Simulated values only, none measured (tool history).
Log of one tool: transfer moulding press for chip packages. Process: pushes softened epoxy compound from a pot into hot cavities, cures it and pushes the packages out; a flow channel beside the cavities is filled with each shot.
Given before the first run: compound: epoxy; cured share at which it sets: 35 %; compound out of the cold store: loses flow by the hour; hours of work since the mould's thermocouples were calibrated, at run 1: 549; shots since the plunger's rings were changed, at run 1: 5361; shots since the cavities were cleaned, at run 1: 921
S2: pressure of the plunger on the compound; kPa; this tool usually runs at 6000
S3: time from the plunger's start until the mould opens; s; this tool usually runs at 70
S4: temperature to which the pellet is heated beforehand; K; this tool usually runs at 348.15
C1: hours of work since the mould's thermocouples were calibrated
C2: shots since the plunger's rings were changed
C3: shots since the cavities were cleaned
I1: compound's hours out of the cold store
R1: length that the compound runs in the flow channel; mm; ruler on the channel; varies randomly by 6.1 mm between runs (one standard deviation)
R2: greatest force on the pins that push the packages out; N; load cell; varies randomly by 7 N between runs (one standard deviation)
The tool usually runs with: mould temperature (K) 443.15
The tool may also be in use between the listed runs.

run 1 hour=0.0 | mould_temperature_(K)=443.15 S2=6000 S3=70 S4=348.15 | C1=549 C2=5361 C3=921 | I1=18.6 | R1=715 R2=303
-- hour=5.5 cavities cleaned with cleaning compound and waxed
-- hour=73.8 cavities cleaned with cleaning compound and waxed
-- hour=84.1 plunger's sealing rings changed
run 2 hour=84.1 | mould_temperature_(K)=443.15 S2=6000 S3=70 S4=348.15 | C1=603 C2=0 C3=117 | I1=27.3 | R1=676 R2=274
-- hour=90.1 mould's thermocouples calibrated
-- hour=144.3 cavities cleaned with cleaning compound and waxed
run 3 hour=154.4 | mould_temperature_(K)=443.15 S2=6000 S3=70 S4=348.15 | C1=43 C2=995 C3=150 | I1=30.0 | R1=671 R2=283
run 4 hour=201.2 | mould_temperature_(K)=443.15 S2=6000 S3=70 S4=348.15 | C1=74 C2=1693 C3=848 | I1=8.4 | R1=750 R2=314
-- hour=208.8 cavities cleaned with cleaning compound and waxed
run 5 hour=247.1 | mould_temperature_(K)=443.15 S2=6000 S3=70 S4=348.15 | C1=105 C2=2354 C3=571 | I1=8.5 | R1=750 R2=308
-- hour=276.5 cavities cleaned with cleaning compound and waxed
run 6 hour=294.5 | mould_temperature_(K)=443.15 S2=6000 S3=70 S4=348.15 | C1=136 C2=3040 C3=269 | I1=16.6 | R1=714 R2=290
-- hour=343.0 cavities cleaned with cleaning compound and waxed
run 7 hour=361.3 | mould_temperature_(K)=443.15 S2=6000 S3=78 S4=348.15 | C1=180 C2=4013 C3=274 | I1=23.7 | R1=694 R2=226
-- hour=415.5 cavities cleaned with cleaning compound and waxed
run 8 hour=424.0 | mould_temperature_(K)=443.15 S2=6000 S3=70 S4=345.15 | C1=222 C2=4924 C3=125 | I1=8.9 | R1=750 R2=302
-- hour=480.4 cavities cleaned with cleaning compound and waxed
run 9 hour=502.6 | mould_temperature_(K)=443.15 S2=6000 S3=51 S4=348.15 | C1=274 C2=6074 C3=331 | I1=34.3 | R1=647 R2=663
-- hour=535.6 plunger's sealing rings changed
-- hour=549.1 cavities cleaned with cleaning compound and waxed
run 10 hour=560.3 | mould_temperature_(K)=443.15 S2=6000 S3=51 S4=348.15 | C1=310 C2=346 C3=167 | I1=13.5 | R1=722 R2=731
-- hour=614.8 cavities cleaned with cleaning compound and waxed
run 11 hour=629.4 | mould_temperature_(K)=443.15 S2=6000 S3=51 S4=348.15 | C1=356 C2=1354 C3=217 | I1=31.9 | R1=654 R2=672
run 12 hour=677.4 | mould_temperature_(K)=443.15 S2=6000 S3=51 S4=348.15 | C1=389 C2=2069 C3=932 | I1=14.1 | R1=732 R2=742
-- hour=685.6 cavities cleaned with cleaning compound and waxed
run 13 hour=721.4 | mould_temperature_(K)=443.15 S2=6000 S3=70 S4=348.15 | C1=418 C2=2703 C3=534 | I1=16.0 | R1=730 R2=302
-- hour=751.7 cavities cleaned with cleaning compound and waxed
run 14 hour=797.7 | mould_temperature_(K)=443.15 S2=7070 S3=80 S4=348.15 | C1=469 C2=3817 C3=685 | I1=28.8 | R1=723 R2=212
-- hour=820.9 cavities cleaned with cleaning compound and waxed
run 15 hour=855.6 | mould_temperature_(K)=443.15 S2=7070 S3=80 S4=348.15 | C1=507 C2=4659 C3=518 | I1=12.0 | R1=809 R2=234
-- hour=892.2 cavities cleaned with cleaning compound and waxed
run 16 hour=918.7 | mould_temperature_(K)=443.15 S2=6030 S3=83 S4=349.15 | C1=549 C2=5576 C3=394 | I1=29.8 | R1=660 R2=202
-- hour=958.7 cavities cleaned with cleaning compound and waxed
run 17 hour=971.1 | mould_temperature_(K)=441.15 S2=7370 S3=70 S4=339.15 | C1=583 C2=6335 C3=184 | I1=27.3 | R1=755 R2=328
-- hour=985.4 plunger's sealing rings changed
-- hour=1007.0 mould's thermocouples calibrated
-- hour=1027.7 cavities cleaned with cleaning compound and waxed
run 18 hour=1064.2 | mould_temperature_(K)=435.15 S2=7370 S3=70 S4=339.15 | C1=38 C2=1122 C3=544 | I1=37.7 | R1=739 R2=485
-- hour=1093.6 cavities cleaned with cleaning compound and waxed
run 19 hour=1126.3 | mould_temperature_(K)=438.15 S2=6000 S3=70 S4=347.15 | C1=79 C2=2026 C3=487 | I1=12.7 | R1=743 R2=423
-- hour=1163.1 cavities cleaned with cleaning compound and waxed
run 20 hour=1176.8 | mould_temperature_(K)=438.15 S2=6000 S3=70 S4=347.15 | C1=112 C2=2756 C3=205 | I1=33.2 | R1=673 R2=397
run 21 hour=1212.9 | mould_temperature_(K)=441.15 S2=6000 S3=70 S4=353.15 | C1=137 C2=3295 C3=744 | I1=23.4 | R1=688 R2=320
-- hour=1227.2 cavities cleaned with cleaning compound and waxed
run 22 hour=1253.5 | mould_temperature_(K)=438.15 S2=5770 S3=109 S4=343.15 | C1=163 C2=3877 C3=391 | I1=47.9 | R1=611 R2=192
-- hour=1292.8 cavities cleaned with cleaning compound and waxed
run 23 hour=1339.2 | mould_temperature_(K)=448.15 S2=6000 S3=75 S4=348.15 | C1=221 C2=5132 C3=691 | I1=10.9 | R1=739 R2=212
-- hour=1357.7 cavities cleaned with cleaning compound and waxed
run 24 hour=1405.1 | mould_temperature_(K)=443.15 S2=6000 S3=102 S4=348.15 | C1=264 C2=6092 C3=707 | I1=17.2 | R1=715 R2=184
-- hour=1424.1 cavities cleaned with cleaning compound and waxed
-- hour=1443.7 plunger's sealing rings changed
-- hour=1491.3 cavities cleaned with cleaning compound and waxed
run 25 hour=1498.7 | mould_temperature_(K)=443.15 S2=4950 S3=102 S4=355.15 | C1=324 C2=799 C3=112 | I1=36.5 | R1=591 R2=181
run 26 hour=1538.0 | mould_temperature_(K)=443.15 S2=6000 S3=70 S4=354.15 | C1=351 C2=1384 C3=697 | I1=36.5 | R1=642 R2=278

How the hidden state differs across the entries between the runs, from the last listed run before each to the first after it:
Runs 1 to 2: cavities cleaned with cleaning compound and waxed (hour 5.5); cavities cleaned with cleaning compound and waxed (hour 73.8); plunger's sealing rings changed (hour 84.1)
  pressure that reaches the compound, % of what is set: 99.34 -> 99.99; grip of the stained cavities, % over clean ones': 1.7 -> 0.4
  what was measured, less what the result would be without the hidden state, R2: +5 -> +1 N
Runs 2 to 3: mould's thermocouples calibrated (hour 90.1); cavities cleaned with cleaning compound and waxed (hour 144.3)
  true mould temperature over the reading, C: 0.03 -> 0; pressure that reaches the compound, % of what is set: 99.99 -> 99.88; grip of the stained cavities, % over clean ones': 0.4 -> 0.7
  what was measured, less what the result would be without the hidden state, R2: +1 -> +2 N
Runs 4 to 5: cavities cleaned with cleaning compound and waxed (hour 208.8)
  true mould temperature over the reading, C: 0 -> 0.01; pressure that reaches the compound, % of what is set: 99.8 -> 99.73; grip of the stained cavities, % over clean ones': 1.7 -> 1.5
  what was measured, less what the result would be without the hidden state, R2: +5 -> +4 N
Runs 5 to 6: cavities cleaned with cleaning compound and waxed (hour 276.5)
  pressure that reaches the compound, % of what is set: 99.73 -> 99.64; grip of the stained cavities, % over clean ones': 1.5 -> 1
  what was measured, less what the result would be without the hidden state, R2: +4 -> +3 N
Runs 6 to 7: cavities cleaned with cleaning compound and waxed (hour 343.0)
  pressure that reaches the compound, % of what is set: 99.64 -> 99.52; grip of the stained cavities, % over clean ones': 1 -> 0.9
  what was measured, less what the result would be without the hidden state, R2: +3 -> +2 N
Runs 7 to 8: cavities cleaned with cleaning compound and waxed (hour 415.5)
  pressure that reaches the compound, % of what is set: 99.52 -> 99.41; grip of the stained cavities, % over clean ones': 0.9 -> 0.6
  what was measured, less what the result would be without the hidden state, R2: +2 -> +2 N
Runs 8 to 9: cavities cleaned with cleaning compound and waxed (hour 480.4)
  true mould temperature over the reading, C: 0.01 -> 0.02; pressure that reaches the compound, % of what is set: 99.41 -> 99.28; grip of the stained cavities, % over clean ones': 0.6 -> 1
  what was measured, less what the result would be without the hidden state, R2: +2 -> +6 N
Runs 9 to 10: plunger's sealing rings changed (hour 535.6); cavities cleaned with cleaning compound and waxed (hour 549.1)
  pressure that reaches the compound, % of what is set: 99.28 -> 99.96; grip of the stained cavities, % over clean ones': 1 -> 0.6
  what was measured, less what the result would be without the hidden state, R2: +6 -> +4 N
Runs 10 to 11: cavities cleaned with cleaning compound and waxed (hour 614.8)
  pressure that reaches the compound, % of what is set: 99.96 -> 99.84; grip of the stained cavities, % over clean ones': 0.6 -> 0.8
  what was measured, less what the result would be without the hidden state, R2: +4 -> +5 N
Runs 12 to 13: cavities cleaned with cleaning compound and waxed (hour 685.6)
  true mould temperature over the reading, C: 0.02 -> 0.03; pressure that reaches the compound, % of what is set: 99.76 -> 99.67; grip of the stained cavities, % over clean ones': 1.7 -> 1.5
  what was measured, less what the result would be without the hidden state, R2: +12 -> +4 N
Runs 13 to 14: cavities cleaned with cleaning compound and waxed (hour 751.7)
  pressure that reaches the compound, % of what is set: 99.67 -> 99.53
  what was measured, less what the result would be without the hidden state, R2: +4 -> +3 N
Runs 14 to 15: cavities cleaned with cleaning compound and waxed (hour 820.9)
  pressure that reaches the compound, % of what is set: 99.53 -> 99.44
  what was measured, less what the result would be without the hidden state, R2: +3 -> +4 N
Runs 15 to 16: cavities cleaned with cleaning compound and waxed (hour 892.2)
  pressure that reaches the compound, % of what is set: 99.44 -> 99.33; grip of the stained cavities, % over clean ones': 1.5 -> 1.2
  what was measured, less what the result would be without the hidden state, R2: +4 -> +2 N
Runs 16 to 17: cavities cleaned with cleaning compound and waxed (hour 958.7)
  true mould temperature over the reading, C: 0.03 -> 0.04; pressure that reaches the compound, % of what is set: 99.33 -> 99.24; grip of the stained cavities, % over clean ones': 1.2 -> 0.6
  what was measured, less what the result would be without the hidden state, R2: +2 -> +1 N
Runs 17 to 18: plunger's sealing rings changed (hour 985.4); mould's thermocouples calibrated (hour 1007.0); cavities cleaned with cleaning compound and waxed (hour 1027.7)
  true mould temperature over the reading, C: 0.04 -> 0; pressure that reaches the compound, % of what is set: 99.24 -> 99.86; grip of the stained cavities, % over clean ones': 0.6 -> 1.5
  what was measured, less what the result would be without the hidden state, R2: +1 -> +8 N
Runs 18 to 19: cavities cleaned with cleaning compound and waxed (hour 1093.6)
  pressure that reaches the compound, % of what is set: 99.86 -> 99.76; grip of the stained cavities, % over clean ones': 1.5 -> 1.3
  what was measured, less what the result would be without the hidden state, R2: +8 -> +6 N
Runs 19 to 20: cavities cleaned with cleaning compound and waxed (hour 1163.1)
  pressure that reaches the compound, % of what is set: 99.76 -> 99.66; grip of the stained cavities, % over clean ones': 1.3 -> 0.9
  what was measured, less what the result would be without the hidden state, R2: +6 -> +3 N
Runs 21 to 22: cavities cleaned with cleaning compound and waxed (hour 1227.2)
  pressure that reaches the compound, % of what is set: 99.6 -> 99.52; grip of the stained cavities, % over clean ones': 1.6 -> 1.2
  what was measured, less what the result would be without the hidden state, R2: +5 -> +3 N
Runs 22 to 23: cavities cleaned with cleaning compound and waxed (hour 1292.8)
  true mould temperature over the reading, C: 0 -> 0.01; pressure that reaches the compound, % of what is set: 99.52 -> 99.38; grip of the stained cavities, % over clean ones': 1.2 -> 1.5
  what was measured, less what the result would be without the hidden state, R2: +3 -> +3 N
Runs 23 to 24: cavities cleaned with cleaning compound and waxed (hour 1357.7)
  pressure that reaches the compound, % of what is set: 99.38 -> 99.27; grip of the stained cavities, % over clean ones': 1.5 -> 1.6
  what was measured, less what the result would be without the hidden state, R2: +3 -> +3 N
Runs 24 to 25: cavities cleaned with cleaning compound and waxed (hour 1424.1); plunger's sealing rings changed (hour 1443.7); cavities cleaned with cleaning compound and waxed (hour 1491.3)
  pressure that reaches the compound, % of what is set: 99.27 -> 99.9; grip of the stained cavities, % over clean ones': 1.6 -> 0.6
  what was measured, less what the result would be without the hidden state, R2: +3 -> +1 N
